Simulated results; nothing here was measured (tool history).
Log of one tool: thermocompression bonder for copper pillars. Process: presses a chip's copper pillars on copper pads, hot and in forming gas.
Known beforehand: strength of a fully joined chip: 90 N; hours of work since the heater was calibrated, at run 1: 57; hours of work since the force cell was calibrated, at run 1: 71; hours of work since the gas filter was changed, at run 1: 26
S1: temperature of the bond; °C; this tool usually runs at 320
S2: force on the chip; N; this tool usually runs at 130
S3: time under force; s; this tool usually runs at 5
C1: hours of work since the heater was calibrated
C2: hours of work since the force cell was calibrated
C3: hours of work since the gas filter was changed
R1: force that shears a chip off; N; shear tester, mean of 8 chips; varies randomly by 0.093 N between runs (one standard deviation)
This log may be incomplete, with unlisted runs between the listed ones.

| run | hour | S1 | S2 | S3 | C1 | C2 | C3 | R1 |
|---|---|---|---|---|---|---|---|---|
| 1 | 0.0 | 320 | 130 | 5 | 57 | 71 | 26 | 39.08 |
| 2 | 6.4 | 320 | 125 | 5 | 60 | 74 | 29 | 38.43 |
| 3 | 14.2 | 320 | 125 | 5 | 64 | 77 | 33 | 38.43 |
| 4 | 20.6 | 320 | 125 | 5 | 67 | 80 | 36 | 38.09 |
| 5 | 26.6 | 320 | 125 | 6 | 70 | 83 | 39 | 40.75 |
| 6 | 33.1 | 320 | 125 | 6 | 73 | 86 | 42 | 40.85 |
| 7 | 42.7 | 320 | 125 | 6 | 77 | 91 | 46 | 40.66 |
| 8 | 47.6 | 320 | 130 | 5 | 80 | 93 | 49 | 38.73 |
| 9 | 55.7 | 320 | 102 | 5 | 83 | 97 | 53 | 34.68 |
| 10 | 65.3 | 320 | 117 | 5 | 88 | 101 | 57 | 36.88 |
| 11 | 73.7 | 320 | 130 | 5 | 92 | 105 | 61 | 38.65 |
| 12 | 78.0 | 320 | 130 | 5 | 94 | 107 | 63 | 38.56 |
| 13 | 85.5 | 320 | 130 | 5 | 97 | 111 | 67 | 38.48 |
| 14 | 90.0 | 320 | 130 | 5 | 100 | 113 | 69 | 38.49 |
|  | 92.6 | heater calibrated with a thermocouple chip |
| 15 | 99.0 | 320 | 130 | 5 | 3 | 116 | 72 | 38.51 |
| 16 | 104.9 | 320 | 130 | 5 | 6 | 119 | 75 | 38.66 |
| 17 | 110.7 | 320 | 137 | 5 | 9 | 122 | 78 | 39.44 |
| 18 | 116.2 | 320 | 137 | 5 | 11 | 124 | 80 | 39.39 |
| 19 | 122.1 | 343 | 130 | 5 | 14 | 127 | 83 | 50.67 |
| 20 | 126.5 | 343 | 130 | 5 | 16 | 129 | 85 | 50.34 |
| 21 | 135.5 | 339 | 128 | 4 | 20 | 133 | 89 | 44.60 |
|  | 142.6 | heater calibrated with a thermocouple chip, once more |
| 22 | 144.8 | 339 | 128 | 4 | 1 | 137 | 93 | 44.29 |
| 23 | 155.2 | 320 | 130 | 4 | 6 | 142 | 98 | 34.90 |
| 24 | 163.3 | 321 | 131 | 4 | 10 | 146 | 101 | 35.46 |
| 25 | 169.6 | 349 | 95 | 3 | 13 | 149 | 104 | 39.28 |
| 26 | 177.2 | 305 | 166 | 12 | 16 | 152 | 108 | 46.94 |
| 27 | 187.4 | 305 | 166 | 12 | 21 | 157 | 113 | 46.89 |
| 28 | 194.8 | 337 | 105 | 5 | 25 | 160 | 116 | 42.44 |
| 29 | 202.7 | 337 | 105 | 5 | 28 | 164 | 120 | 42.42 |
| 30 | 208.7 | 337 | 130 | 5 | 31 | 167 | 123 | 46.28 |
| 31 | 217.7 | 307 | 126 | 3 | 35 | 171 | 127 | 25.06 |
| 32 | 226.0 | 307 | 118 | 3 | 39 | 175 | 131 | 24.01 |
| 33 | 236.3 | 307 | 118 | 3 | 44 | 180 | 136 | 24.18 |
| 34 | 243.3 | 293 | 118 | 3 | 47 | 183 | 139 | 19.13 |
| 35 | 248.4 | 320 | 90 | 7 | 50 | 186 | 141 | 35.86 |
| 36 | 253.2 | 320 | 90 | 4 | 52 | 188 | 144 | 28.82 |
| 37 | 259.3 | 320 | 126 | 9 | 55 | 191 | 147 | 45.19 |
| 38 | 265.2 | 320 | 126 | 9 | 58 | 194 | 149 | 45.12 |
|  | 273.5 | forming gas filter changed |
| 39 | 276.0 | 310 | 123 | 5 | 63 | 198 | 1 | 33.72 |

Had the tool no unlogged condition, and each run kept its random variation, what would the results have been?
Unlogged tool condition in this case: true temperature of the bond over the reading, C; force that reaches the chip, % of what is set; oxide that the forming gas leaves, % of the face; drift of the gauge itself on shear_n, %.
| run | R1 |
|---|---|
| 1 | 39.23 |
| 2 | 38.62 |
| 3 | 38.67 |
| 4 | 38.36 |
| 5 | 41.09 |
| 6 | 41.22 |
| 7 | 41.10 |
| 8 | 39.18 |
| 9 | 35.11 |
| 10 | 37.41 |
| 11 | 39.26 |
| 12 | 39.19 |
| 13 | 39.16 |
| 14 | 39.19 |
| 15 | 39.06 |
| 16 | 39.26 |
| 17 | 40.09 |
| 18 | 40.07 |
| 19 | 51.76 |
| 20 | 51.47 |
| 21 | 45.61 |
| 22 | 45.75 |
| 23 | 36.07 |
| 24 | 36.70 |
| 25 | 40.72 |
| 26 | 48.72 |
| 27 | 48.75 |
| 28 | 44.18 |
| 29 | 44.22 |
| 30 | 48.31 |
| 31 | 26.13 |
| 32 | 25.07 |
| 33 | 25.28 |
| 34 | 20.01 |
| 35 | 37.63 |
| 36 | 30.25 |
| 37 | 47.56 |
| 38 | 47.54 |
| 39 | 33.35 |
